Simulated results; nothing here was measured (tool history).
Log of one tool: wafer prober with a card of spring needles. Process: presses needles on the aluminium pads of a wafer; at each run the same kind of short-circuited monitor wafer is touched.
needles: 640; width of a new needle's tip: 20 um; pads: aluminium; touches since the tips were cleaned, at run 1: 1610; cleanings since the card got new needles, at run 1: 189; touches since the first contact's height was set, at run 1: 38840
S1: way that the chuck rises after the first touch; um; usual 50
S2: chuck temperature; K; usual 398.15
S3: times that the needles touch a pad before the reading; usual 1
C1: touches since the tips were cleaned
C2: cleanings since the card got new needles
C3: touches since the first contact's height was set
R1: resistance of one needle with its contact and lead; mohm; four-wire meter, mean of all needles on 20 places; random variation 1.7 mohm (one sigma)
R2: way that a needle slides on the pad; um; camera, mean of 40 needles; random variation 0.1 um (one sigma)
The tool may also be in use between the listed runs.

run,hour,S1,S2,S3,C1,C2,C3,R1,R2
1,0.0,50,398.15,1,1610,189,38840,171,11.48
# hour 12.4: tips cleaned on abrasive film
# hour 29.0: tips cleaned on abrasive film
# hour 45.5: tips cleaned on abrasive film
# hour 62.0: tips cleaned on abrasive film
2,76.4,50,398.15,1,3933,193,59696,169,11.55
# hour 80.6: tips cleaned on abrasive film
# hour 97.1: tips cleaned on abrasive film
# hour 117.5: tips cleaned on abrasive film
# hour 134.1: tips cleaned on abrasive film
# hour 154.7: tips cleaned on abrasive film
3,166.7,50,371.15,1,3287,198,84357,162,11.67
# hour 174.9: tips cleaned on abrasive film
# hour 191.5: tips cleaned on abrasive film
# hour 212.1: tips cleaned on abrasive film
4,221.8,50,371.15,1,2670,201,99415,168,11.44
# hour 230.2: tips cleaned on abrasive film
# hour 230.5: height of the first contact set anew
# hour 251.1: tips cleaned on abrasive film
# hour 271.6: tips cleaned on abrasive film
# hour 292.0: tips cleaned on abrasive film
5,294.0,50,371.15,1,561,205,17371,166,11.74
# hour 310.6: tips cleaned on abrasive film
# hour 331.2: tips cleaned on abrasive film
6,346.7,50,398.15,1,4267,207,31783,170,11.56
# hour 350.9: tips cleaned on abrasive film
# hour 371.3: tips cleaned on abrasive film
# hour 388.2: tips cleaned on abrasive film
7,388.2,50,398.15,2,0,210,43096,171,11.59
# hour 404.8: tips cleaned on abrasive film
# hour 421.3: tips cleaned on abrasive film
# hour 437.9: tips cleaned on abrasive film
# hour 458.1: tips cleaned on abrasive film
8,473.1,50,398.15,2,4111,214,66279,170,11.61
# hour 477.3: tips cleaned on abrasive film
# hour 493.8: tips cleaned on abrasive film
# hour 514.5: tips cleaned on abrasive film
# hour 526.5: card fitted with new needles
9,542.7,50,398.15,2,4441,0,4441,173,11.67
# hour 546.9: tips cleaned on abrasive film
# hour 563.4: tips cleaned on abrasive film
# hour 584.1: tips cleaned on abrasive film
# hour 604.7: tips cleaned on abrasive film
10,611.2,31,398.15,1,1790,4,23154,190,7.21
# hour 623.6: tips cleaned on abrasive film
# hour 640.2: tips cleaned on abrasive film
# hour 660.8: tips cleaned on abrasive film
11,669.2,31,398.15,1,2284,7,38977,190,7.02
# hour 681.1: tips cleaned on abrasive film
# hour 697.7: tips cleaned on abrasive film
# hour 714.2: tips cleaned on abrasive film
# hour 734.9: tips cleaned on abrasive film
# hour 753.4: tips cleaned on abrasive film
12,753.4,50,398.15,1,0,12,61970,170,11.73
# hour 773.8: tips cleaned on abrasive film
# hour 790.3: tips cleaned on abrasive film
# hour 806.9: tips cleaned on abrasive film
# hour 827.5: tips cleaned on abrasive film
13,837.7,50,303.15,1,2810,16,85012,151,11.68
# hour 846.1: tips cleaned on abrasive film
# hour 866.5: tips cleaned on abrasive film
# hour 887.2: tips cleaned on abrasive film
# hour 895.7: height of the first contact set anew
# hour 907.3: tips cleaned on abrasive film
14,907.3,50,303.15,1,0,20,3159,150,11.54
# hour 923.8: tips cleaned on abrasive film
# hour 944.5: tips cleaned on abrasive film
# hour 961.0: tips cleaned on abrasive film
# hour 977.5: tips cleaned on abrasive film
# hour 998.2: tips cleaned on abrasive film
15,1000.5,50,398.15,1,629,25,28608,171,11.68
# hour 1017.0: tips cleaned on abrasive film
# hour 1037.4: tips cleaned on abrasive film
# hour 1057.7: tips cleaned on abrasive film
# hour 1074.2: tips cleaned on abrasive film
16,1080.2,50,398.15,2,1623,29,50372,169,11.71
# hour 1092.6: tips cleaned on abrasive film
# hour 1112.9: tips cleaned on abrasive film
17,1120.5,50,356.15,1,2083,31,61399,160,11.62
# hour 1132.9: tips cleaned on abrasive film
# hour 1153.4: tips cleaned on abrasive film
# hour 1170.0: tips cleaned on abrasive film
18,1174.4,32,356.15,1,1216,34,76112,174,7.43
# hour 1186.8: tips cleaned on abrasive film
# hour 1207.4: tips cleaned on abrasive film
19,1218.6,54,398.15,1,3078,36,88194,168,12.56
# hour 1226.9: tips cleaned on abrasive film
# hour 1243.5: tips cleaned on abrasive film
# hour 1260.0: tips cleaned on abrasive film
# hour 1268.5: height of the first contact set anew
# hour 1276.9: tips cleaned on abrasive film
# hour 1297.5: tips cleaned on abrasive film
20,1298.2,59,371.15,3,194,41,8092,163,13.59
# hour 1314.8: tips cleaned on abrasive film
# hour 1331.3: tips cleaned on abrasive film
# hour 1351.7: tips cleaned on abrasive film
# hour 1372.3: tips cleaned on abrasive film
# hour 1388.8: tips cleaned on abrasive film
21,1391.4,50,305.15,2,718,46,33552,151,11.74
# hour 1407.7: tips cleaned on abrasive film
# hour 1424.3: tips cleaned on abrasive film
# hour 1444.9: tips cleaned on abrasive film
# hour 1465.6: tips cleaned on abrasive film
22,1480.7,50,305.15,2,4158,50,57951,151,11.69
# hour 1484.9: tips cleaned on abrasive film
# hour 1505.6: tips cleaned on abrasive film
# hour 1526.2: tips cleaned on abrasive film
# hour 1546.9: tips cleaned on abrasive film
# hour 1567.4: tips cleaned on abrasive film
23,1567.4,50,305.15,2,0,55,81607,152,11.62
# hour 1588.0: tips cleaned on abrasive film
# hour 1606.9: tips cleaned on abrasive film
24,1606.9,52,305.15,2,0,57,92407,149,12.09
# hour 1623.5: tips cleaned on abrasive film
# hour 1640.2: height of the first contact set anew
# hour 1644.3: tips cleaned on abrasive film
25,1646.8,47,314.15,3,670,59,1779,158,10.86
# hour 1663.3: tips cleaned on abrasive film
# hour 1684.0: tips cleaned on abrasive film
# hour 1700.5: tips cleaned on abrasive film
26,1709.7,63,309.15,3,2518,62,18965,149,14.52

Forecast each of these 3 alternatives for the next run:
# hour 1717.9: tips cleaned on abrasive film
# hour 1738.5: tips cleaned on abrasive film
# hour 1759.2: tips cleaned on abrasive film
# hour 1775.7: tips cleaned on abrasive film
# hour 1792.2: tips cleaned on abrasive film
A,1801.7,43,342.15,1,2602,67,44099,?,?
# hour 1717.9: tips cleaned on abrasive film
# hour 1738.5: tips cleaned on abrasive film
# hour 1759.2: tips cleaned on abrasive film
# hour 1775.7: tips cleaned on abrasive film
# hour 1792.2: tips cleaned on abrasive film
B,1801.7,50,398.15,1,2602,67,44099,?,?
# hour 1717.9: tips cleaned on abrasive film
# hour 1738.5: tips cleaned on abrasive film
# hour 1759.2: tips cleaned on abrasive film
# hour 1775.7: tips cleaned on abrasive film
# hour 1792.2: tips cleaned on abrasive film
C,1801.7,32,307.15,3,2602,67,44099,?,?

run,R1,R2
A,164,9.74
B,172,11.74
C,163,7.55
Without the tool's hidden state the same runs would have given:
run,R1,R2
A,163,9.74
B,172,11.74
C,163,7.55

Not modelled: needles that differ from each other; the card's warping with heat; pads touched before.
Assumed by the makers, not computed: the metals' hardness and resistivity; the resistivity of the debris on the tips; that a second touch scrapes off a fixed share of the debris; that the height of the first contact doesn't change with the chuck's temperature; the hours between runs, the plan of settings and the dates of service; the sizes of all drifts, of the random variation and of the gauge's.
